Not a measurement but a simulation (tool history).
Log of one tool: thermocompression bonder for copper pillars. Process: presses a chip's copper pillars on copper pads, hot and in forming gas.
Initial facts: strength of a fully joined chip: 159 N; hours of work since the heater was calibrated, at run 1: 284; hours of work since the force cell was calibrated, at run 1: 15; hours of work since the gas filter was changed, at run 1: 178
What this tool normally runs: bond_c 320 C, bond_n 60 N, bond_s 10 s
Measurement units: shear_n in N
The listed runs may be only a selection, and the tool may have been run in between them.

run	hour	bond_c	bond_n	bond_s	hours of work since the heater was calibrated	hours of work since the force cell was calibrated	hours of work since the gas filter was changed	shear_n
1	0.0	320	60	10	284	15	178	73.8
2	17.4	320	60	5	292	22	185	55.7
3	31.1	320	89	10	297	28	191	97.9
4	41.9	320	64	10	302	32	195	75.9
5	56.5	320	52	10	308	38	201	66.3
6	76.1	320	52	10	316	46	209	64.4
7	85.8	320	60	6	320	50	213	58.7
8	102.6	320	60	10	327	57	220	72.4
9	114.4	320	60	10	332	62	225	71.2
10	128.2	320	60	8	337	68	231	67.2
11	146.3	320	60	8	345	75	238	65.1
12	163.4	320	60	8	352	82	246	67.4
13	178.8	320	41	8	358	89	252	47.3
14	195.5	320	41	8	365	96	259	46.8
15	216.0	320	60	10	374	104	267	73.5
16	227.6	320	60	10	378	109	272	72.5
# hour 229.8: forming gas filter changed
17	247.4	320	60	19	386	117	7	92.2
18	264.5	320	60	19	393	124	14	91.8
19	283.7	327	60	10	401	132	22	78.9
20	301.3	320	60	23	409	139	30	96.5
21	319.8	320	60	23	416	147	37	97.8
22	335.5	306	39	17	423	153	44	50.2
23	351.4	320	40	27	429	160	50	76.0
24	371.8	305	44	22	438	168	59	61.9
25	389.7	307	66	10	445	176	66	67.0
26	410.9	319	48	10	454	184	75	59.5
27	424.1	319	60	10	459	190	80	72.2
28	441.0	319	60	10	466	197	87	72.1
29	458.2	320	40	9	473	204	94	49.2
30	474.0	318	60	13	480	211	101	78.7
31	488.3	320	75	22	486	216	107	109.1
32	501.1	320	75	22	491	222	112	112.5
33	522.4	320	60	20	500	231	121	92.4

Forecast run 34:
34	531.0	292	45	10	504	234	124	?

shear_n: 38.6 N
Minus the tool's unlogged condition, the same run would have read shear_n 38.5 N.
